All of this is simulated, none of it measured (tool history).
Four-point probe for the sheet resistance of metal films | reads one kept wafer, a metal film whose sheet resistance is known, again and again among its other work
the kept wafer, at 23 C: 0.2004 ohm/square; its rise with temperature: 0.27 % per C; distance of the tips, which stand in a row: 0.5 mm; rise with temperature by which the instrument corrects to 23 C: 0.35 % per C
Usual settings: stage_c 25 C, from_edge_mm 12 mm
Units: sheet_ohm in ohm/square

run,hour,stage_c,from_edge_mm,sheet_ohm
1,0.0,25,12,0.200384
2,13.7,25,12,0.200485
3,26.4,25,12,0.200404
4,39.8,25,12,0.200341
5,62.8,25,12,0.200459
6,78.9,25,12,0.200550
7,101.6,25,19,0.200365
8,118.7,23,12,0.200725
9,130.9,23,12,0.200787
10,148.6,33,12,0.199215
11,161.5,19,13,0.201506
12,182.2,21,3,0.203969
13,198.7,34,63,0.199027
14,220.6,34,12,0.199197
15,237.7,19,35,0.201385
16,259.3,23,22,0.200830
17,284.5,23,23,0.200828
18,305.5,32,12,0.199626
19,317.2,32,12,0.199589
20,333.8,32,18,0.199547

Not shown: 2 entries that the log had between the listed runs. Between which runs, and how does the tool's hidden state differ before and after?
Between runs 10 and 11: stage's thermometer calibrated (hour 150.6)
  inner tips' distance over the nominal, %: 0.117 -> 0.121; tips' flats over new ones', %: 4 -> 5
  measured less the result without the state, sheet_ohm: +0.000241 -> +0.000250 ohm/square
Between runs 15 and 16: stage's thermometer calibrated, once more (hour 251.1)
  inner tips' distance over the nominal, %: 0.145 -> 0.151; tips' flats over new ones', %: 6 -> 7; wafer's true temperature over the reading, C: -0.03 -> 0.1
  measured less the result without the state, sheet_ohm: +0.000297 -> +0.000381 ohm/square
